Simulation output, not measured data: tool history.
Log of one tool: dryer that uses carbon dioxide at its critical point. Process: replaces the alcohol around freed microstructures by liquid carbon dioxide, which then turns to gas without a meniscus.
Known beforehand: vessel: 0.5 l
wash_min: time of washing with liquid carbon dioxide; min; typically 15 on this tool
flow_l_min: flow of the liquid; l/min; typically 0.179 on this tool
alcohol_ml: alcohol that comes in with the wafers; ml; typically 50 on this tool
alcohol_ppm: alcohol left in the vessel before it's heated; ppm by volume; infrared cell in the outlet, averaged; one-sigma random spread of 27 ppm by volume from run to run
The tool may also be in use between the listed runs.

run,day,wash_min,flow_l_min,alcohol_ml,alcohol_ppm
1,0,15,0.179,50,1868
2,0.192,15,0.179,50,1927
3,0.6,15,0.179,50,1961
4,0.933,15,0.179,27,1073
5,1.338,15,0.179,30,1213
6,1.679,24,0.168,20,145
7,1.946,15,0.281,51,232
8,2.396,22,0.192,32,174
9,2.825,15,0.274,44,246
10,3.225,22,0.265,35,51

Forecast each of these 3 alternatives for the next run:
A,3.446,15,0.179,63,?
B,3.446,11,0.108,62,?
C,3.446,12,0.136,35,?

run,alcohol_ppm
A,2792
B,24295
C,7017
Had the tool no hidden state, the same runs would have come out as:
run,alcohol_ppm
A,2235
B,22144
C,6154
